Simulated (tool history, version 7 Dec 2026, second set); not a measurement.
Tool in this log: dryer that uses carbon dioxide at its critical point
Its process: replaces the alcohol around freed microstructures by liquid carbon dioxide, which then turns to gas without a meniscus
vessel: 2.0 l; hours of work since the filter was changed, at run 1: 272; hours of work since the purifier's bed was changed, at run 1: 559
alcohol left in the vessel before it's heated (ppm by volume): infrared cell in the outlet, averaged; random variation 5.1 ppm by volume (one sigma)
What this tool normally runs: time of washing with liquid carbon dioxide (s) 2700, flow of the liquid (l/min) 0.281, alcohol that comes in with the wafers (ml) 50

| run | day | time of washing with liquid carbon dioxide (s) | flow of the liquid (l/min) | alcohol that comes in with the wafers (ml) | hours of work since the filter was changed | hours of work since the purifier's bed was changed | alcohol left in the vessel before it's heated (ppm by volume) |
|---|---|---|---|---|---|---|---|
| 1 | 0.000 | 2700 | 0.281 | 50 | 272 | 559 | 106 |
| 2 | 1.171 | 2700 | 0.281 | 50 | 282 | 569 | 126 |
| 3 | 2.600 | 2700 | 0.281 | 50 | 293 | 580 | 124 |
| 4 | 3.733 | 2700 | 0.281 | 50 | 303 | 590 | 124 |
| 5 | 5.033 | 2700 | 0.281 | 50 | 314 | 600 | 128 |
| 6 | 6.846 | 2700 | 0.281 | 29 | 328 | 615 | 95 |
| 7 | 8.988 | 3780 | 0.281 | 50 | 346 | 633 | 69 |
| 8 | 10.300 | 3120 | 0.281 | 50 | 357 | 644 | 79 |
| 9 | 12.617 | 3120 | 0.281 | 50 | 376 | 663 | 94 |
| 10 | 13.733 | 3120 | 0.281 | 50 | 385 | 672 | 84 |
| 11 | 15.221 | 3120 | 0.281 | 50 | 397 | 684 | 86 |
| 12 | 17.212 | 3120 | 0.281 | 50 | 414 | 701 | 96 |
| 13 | 18.179 | 3120 | 0.281 | 50 | 422 | 709 | 98 |
| 14 | 19.700 | 3120 | 0.281 | 50 | 434 | 721 | 92 |
| 15 | 21.071 | 3120 | 0.281 | 50 | 446 | 732 | 102 |
| 16 | 23.375 | 3120 | 0.281 | 50 | 465 | 751 | 90 |
| 17 | 25.171 | 3120 | 0.281 | 50 | 479 | 766 | 98 |
| 18 | 26.446 | 3120 | 0.281 | 50 | 490 | 777 | 107 |

Run 19 is up next; what results do you expect?
| 19 | 27.746 | 2700 | 0.272 | 50 | 501 | 787 | ? |

alcohol left in the vessel before it's heated (ppm by volume): 178
With no hidden state in the tool, this same run would have given alcohol left in the vessel before it's heated (ppm by volume) 71.

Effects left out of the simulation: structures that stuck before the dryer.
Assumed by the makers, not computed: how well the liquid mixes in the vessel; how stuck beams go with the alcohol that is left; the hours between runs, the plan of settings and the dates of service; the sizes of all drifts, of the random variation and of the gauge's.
